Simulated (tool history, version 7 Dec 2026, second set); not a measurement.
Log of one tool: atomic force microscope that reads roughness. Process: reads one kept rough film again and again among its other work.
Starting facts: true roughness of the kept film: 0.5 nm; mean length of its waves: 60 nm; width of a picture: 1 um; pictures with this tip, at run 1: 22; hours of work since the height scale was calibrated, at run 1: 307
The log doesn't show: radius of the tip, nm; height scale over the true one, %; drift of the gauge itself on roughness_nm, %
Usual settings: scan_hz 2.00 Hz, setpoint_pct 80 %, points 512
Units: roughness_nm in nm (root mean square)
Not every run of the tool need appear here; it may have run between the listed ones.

run,hour,scan_hz,setpoint_pct,points,pictures with this tip,hours of work since the height scale was calibrated,roughness_nm
1,0.0,2.00,80,512,22,307,0.449
2,22.1,1.33,80,512,48,320,0.464
3,42.4,1.33,80,512,71,332,0.464
4,64.1,1.48,80,512,96,344,0.453
5,78.9,1.48,80,512,113,353,0.457
# hour 95.7: new tip fitted
6,95.7,1.48,80,512,0,363,0.463
7,113.8,1.48,80,512,20,373,0.460
8,128.5,1.48,80,512,37,382,0.464
9,147.3,1.48,80,512,59,393,0.456
10,163.0,1.48,80,512,77,402,0.459
11,175.7,1.48,80,512,91,409,0.448
12,193.8,1.48,80,512,112,420,0.459
13,204.6,1.48,80,512,124,426,0.456
# hour 212.9: new tip fitted
14,218.5,1.48,80,512,7,434,0.463
15,232.1,1.48,80,512,22,442,0.462
16,246.1,1.48,80,512,38,450,0.463
17,256.9,2.00,76,512,51,457,0.455
18,275.3,2.55,76,512,72,467,0.443
19,297.0,2.55,76,512,97,480,0.448
20,309.4,2.55,76,512,111,487,0.444
21,319.2,3.13,62,512,122,493,0.463
# hour 329.5: new tip fitted
22,331.9,3.13,62,512,3,500,0.468
23,353.2,0.81,62,284,27,513,0.479
24,363.0,1.64,88,512,38,518,0.442
25,374.9,0.69,90,681,52,525,0.472
26,384.9,0.92,89,681,64,531,0.462
27,405.8,0.92,89,681,87,543,0.455
28,415.9,1.53,64,776,99,549,0.470
29,433.4,0.52,80,785,119,559,0.479
# hour 445.5: new tip fitted
30,456.2,0.88,83,275,13,572,0.471
31,479.7,2.00,58,512,40,586,0.476

4 options for the next run, each taken on its own from the tool as it stands now. Forecast them:
A,502.1,0.69,59,951,65,599,?
B,502.1,3.76,81,635,65,599,?
C,502.1,1.21,83,458,65,599,?
D,502.1,1.01,80,844,65,599,?

run,roughness_nm
A,0.481
B,0.409
C,0.453
D,0.473
What these runs would have given with no unlogged condition in the tool:
run,roughness_nm
A,0.489
B,0.415
C,0.461
D,0.481
